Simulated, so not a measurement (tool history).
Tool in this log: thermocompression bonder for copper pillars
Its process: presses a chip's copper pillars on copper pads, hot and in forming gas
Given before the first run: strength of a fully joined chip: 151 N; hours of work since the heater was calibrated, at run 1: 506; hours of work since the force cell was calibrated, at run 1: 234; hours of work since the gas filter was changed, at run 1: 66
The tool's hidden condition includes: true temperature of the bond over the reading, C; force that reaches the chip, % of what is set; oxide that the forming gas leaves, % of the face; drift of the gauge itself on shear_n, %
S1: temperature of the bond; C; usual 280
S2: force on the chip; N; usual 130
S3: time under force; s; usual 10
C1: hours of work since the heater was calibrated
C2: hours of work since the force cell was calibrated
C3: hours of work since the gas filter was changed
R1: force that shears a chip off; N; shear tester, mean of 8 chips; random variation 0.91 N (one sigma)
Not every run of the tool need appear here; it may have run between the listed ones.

Run 1, day 0: usual settings; C1 506; C2 234; C3 66. Result: R1 69.2 N.
Run 2, day 2.1: usual settings but S2 183 N; C1 527; C2 255; C3 87. Result: R1 88.5 N.
Run 3, day 3.692: usual settings but S1 289 C; C1 543; C2 271; C3 103. Result: R1 76.8 N.
Run 4, day 5.917: usual settings but S2 120 N; C1 565; C2 293; C3 125. Result: R1 63.8 N.
At day 6.871: forming gas filter changed.
Run 5, day 8.8: usual settings but S2 156 N; C1 594; C2 321; C3 19. Result: R1 81.8 N.
Run 6, day 10.433: usual settings but S1 305 C; C1 610; C2 338; C3 36. Result: R1 96.6 N.
At day 10.658: heater calibrated with a thermocouple chip.
Run 7, day 12.408: usual settings but S1 305 C, S3 7 s; C1 17; C2 357; C3 54. Result: R1 85 N.
Run 8, day 15.371: usual settings but S1 271 C, S2 128 N, S3 7 s; C1 47; C2 386; C3 84. Result: R1 51.8 N.
Run 9, day 18.417: usual settings but S1 252 C, S2 141 N; C1 77; C2 417; C3 114. Result: R1 44.1 N.
Run 10, day 19.75: usual settings but S1 252 C, S2 141 N; C1 91; C2 430; C3 128. Result: R1 43.9 N.
At day 20.458: forming gas filter changed.
Run 11, day 22.242: usual settings but S2 188 N, S3 23 s; C1 115; C2 455; C3 18. Result: R1 111.6 N.
Run 12, day 24.238: usual settings but S1 260 C, S2 153 N, S3 19 s; C1 135; C2 475; C3 38. Result: R1 73.2 N.
Run 13, day 25.671: usual settings but S1 282 C, S2 123 N, S3 6 s; C1 150; C2 489; C3 52. Result: R1 56.4 N.
At day 28.008: heater calibrated with a thermocouple chip, once more.
Run 14, day 28.967: usual settings but S1 282 C, S2 123 N, S3 6 s; C1 10; C2 521; C3 84. Result: R1 59.7 N.

Predict each of these 5 candidate next runs independently; none follows another, all start after run 14:
Run A, day 32.004: usual settings but S1 292 C, S2 102 N, S3 26 s; C1 40; C2 551; C3 114. Result: R1 ?.
Run B, day 32.004: usual settings but S1 282 C, S2 163 N, S3 9 s; C1 40; C2 551; C3 114. Result: R1 ?.
Run C, day 32.004: usual settings but S2 159 N; C1 40; C2 551; C3 114. Result: R1 ?.
Run D, day 32.004: usual settings but S1 282 C, S2 123 N, S3 26 s; C1 40; C2 551; C3 114. Result: R1 ?.
Run E, day 32.004: usual settings but S1 294 C, S2 105 N, S3 27 s; C1 40; C2 551; C3 114. Result: R1 ?.

run    R1
  A    92
  B  82.4
  C  80.7
  D  92.5
  E  98.6
Had the tool no hidden state, the same runs would have come out as:
run    R1
  A  98.8
  B  88.3
  C  86.6
  D  99.4
  E   106

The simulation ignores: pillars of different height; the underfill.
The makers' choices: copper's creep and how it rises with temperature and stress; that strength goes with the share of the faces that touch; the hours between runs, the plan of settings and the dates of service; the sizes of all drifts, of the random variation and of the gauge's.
